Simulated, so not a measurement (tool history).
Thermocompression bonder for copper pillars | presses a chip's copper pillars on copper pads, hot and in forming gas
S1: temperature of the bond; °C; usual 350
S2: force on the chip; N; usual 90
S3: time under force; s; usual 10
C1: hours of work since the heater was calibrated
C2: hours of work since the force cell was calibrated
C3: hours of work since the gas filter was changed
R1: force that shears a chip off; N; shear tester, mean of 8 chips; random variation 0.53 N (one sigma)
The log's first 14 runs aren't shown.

Run 15, hour 178.6: usual settings but S3 12 s; C1 392; C2 283; C3 142. Result: R1 57.5 N.
Run 16, hour 190.4: usual settings but S3 12 s; C1 398; C2 289; C3 148. Result: R1 57 N.
Run 17, hour 207.1: usual settings; C1 406; C2 297; C3 156. Result: R1 52.7 N.
Run 18, hour 218.6: usual settings but S1 329 °C; C1 412; C2 303; C3 162. Result: R1 40.9 N.
Run 19, hour 235.8: usual settings but S1 329 °C; C1 420; C2 311; C3 170. Result: R1 40.9 N.
Run 20, hour 244.4: usual settings; C1 424; C2 315; C3 174. Result: R1 52.7 N.
Run 21, hour 259.4: usual settings; C1 431; C2 322; C3 182. Result: R1 52.6 N.
Run 22, hour 276.5: usual settings but S2 62 N, S3 7 s; C1 440; C2 331; C3 190. Result: R1 34.2 N.
Run 23, hour 290.4: usual settings but S2 62 N, S3 19 s; C1 447; C2 338; C3 197. Result: R1 51.7 N.
Run 24, hour 305.6: usual settings but S1 374 °C, S2 102 N, S3 19 s; C1 454; C2 345; C3 204. Result: R1 88.7 N.
At hour 317.6: forming gas filter changed.
Run 25, hour 320.3: usual settings but S1 374 °C, S2 102 N, S3 19 s; C1 461; C2 352; C3 1. Result: R1 91.4 N.

The next listed run, before its measurement:
Run 26, hour 333.6: usual settings but S1 368 °C, S3 26 s; C1 467; C2 358; C3 8. Result: R1 ?.

R1: 90.1 N
Without the tool's hidden state the same run would have given R1 93.6 N.
